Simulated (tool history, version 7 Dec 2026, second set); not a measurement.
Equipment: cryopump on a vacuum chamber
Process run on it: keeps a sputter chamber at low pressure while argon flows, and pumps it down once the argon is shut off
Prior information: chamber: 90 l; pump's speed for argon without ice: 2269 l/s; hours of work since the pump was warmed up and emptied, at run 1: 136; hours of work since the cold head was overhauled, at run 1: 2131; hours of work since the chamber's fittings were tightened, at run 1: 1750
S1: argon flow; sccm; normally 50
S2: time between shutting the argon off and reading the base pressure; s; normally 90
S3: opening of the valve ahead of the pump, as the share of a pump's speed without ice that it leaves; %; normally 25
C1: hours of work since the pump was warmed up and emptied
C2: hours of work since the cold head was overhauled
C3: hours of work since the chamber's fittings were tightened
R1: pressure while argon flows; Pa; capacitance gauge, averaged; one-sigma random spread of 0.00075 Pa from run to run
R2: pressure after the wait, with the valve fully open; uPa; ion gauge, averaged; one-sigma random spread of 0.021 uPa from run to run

| run | day | S1 | S2 | S3 | C1 | C2 | C3 | R1 | R2 |
|---|---|---|---|---|---|---|---|---|---|
| 1 | 0.000 | 50 | 90 | 25 | 136 | 2131 | 1750 | 0.1507 | 1.15 |
| 2 | 2.121 | 50 | 90 | 25 | 169 | 2164 | 1784 | 0.1518 | 1.19 |
| 3 | 4.421 | 50 | 90 | 25 | 205 | 2200 | 1820 | 0.1524 | 1.18 |
| 4 | 8.788 | 50 | 90 | 21 | 273 | 2268 | 1888 | 0.1813 | 1.20 |
| 5 | 11.612 | 50 | 90 | 21 | 318 | 2312 | 1932 | 0.1819 | 1.31 |
| 6 | 15.012 | 50 | 90 | 16 | 371 | 2366 | 1985 | 0.2377 | 1.34 |
| 7 | 17.058 | 50 | 90 | 16 | 403 | 2398 | 2017 | 0.2374 | 1.31 |
| 8 | 19.546 | 50 | 90 | 16 | 442 | 2436 | 2056 | 0.2412 | 1.37 |
|  | 19.979 | pump warmed up, emptied and cooled again |
| 9 | 23.221 | 50 | 90 | 16 | 51 | 2491 | 2110 | 0.2342 | 1.26 |
| 10 | 26.142 | 50 | 90 | 16 | 96 | 2536 | 2156 | 0.2361 | 1.39 |
| 11 | 30.100 | 50 | 90 | 16 | 158 | 2598 | 2218 | 0.2369 | 1.35 |
| 12 | 33.796 | 53 | 90 | 17 | 216 | 2656 | 2275 | 0.2355 | 1.39 |
| 13 | 37.038 | 72 | 90 | 23 | 267 | 2707 | 2326 | 0.2398 | 1.43 |
| 14 | 40.275 | 72 | 90 | 23 | 317 | 2757 | 2377 | 0.2412 | 1.48 |
| 15 | 43.438 | 39 | 90 | 23 | 367 | 2807 | 2426 | 0.1315 | 1.57 |
| 16 | 47.246 | 59 | 30 | 15 | 426 | 2866 | 2486 | 0.3020 | 1.95 |
|  | 48.492 | pump warmed up, emptied and cooled again |
| 17 | 50.100 | 91 | 94 | 15 | 25 | 2907 | 2527 | 0.4554 | 1.41 |
| 18 | 53.358 | 91 | 94 | 15 | 76 | 2958 | 2578 | 0.4569 | 1.54 |
| 19 | 55.679 | 91 | 94 | 15 | 112 | 2995 | 2614 | 0.4566 | 1.54 |
| 20 | 58.821 | 91 | 94 | 15 | 161 | 3044 | 2663 | 0.4613 | 1.59 |
| 21 | 62.812 | 47 | 20 | 25 | 224 | 3106 | 2726 | 0.1439 | 2.40 |

Each row is a separate what-if for the run after 21, all from the same tool condition, not one after another. Results?
| A | 64.825 | 94 | 90 | 25 | 255 | 3138 | 2757 | ? | ? |
| B | 64.825 | 99 | 50 | 19 | 255 | 3138 | 2757 | ? | ? |
| C | 64.825 | 39 | 90 | 25 | 255 | 3138 | 2757 | ? | ? |

| run | R1 | R2 |
|---|---|---|
| A | 0.2902 | 1.71 |
| B | 0.3989 | 1.83 |
| C | 0.1200 | 1.68 |
The same runs, with their run-to-run variation unchanged, on a tool lacking any hidden condition would have given:
| run | R1 | R2 |
|---|---|---|
| A | 0.2810 | 0.32 |
| B | 0.3892 | 0.47 |
| C | 0.1162 | 0.33 |
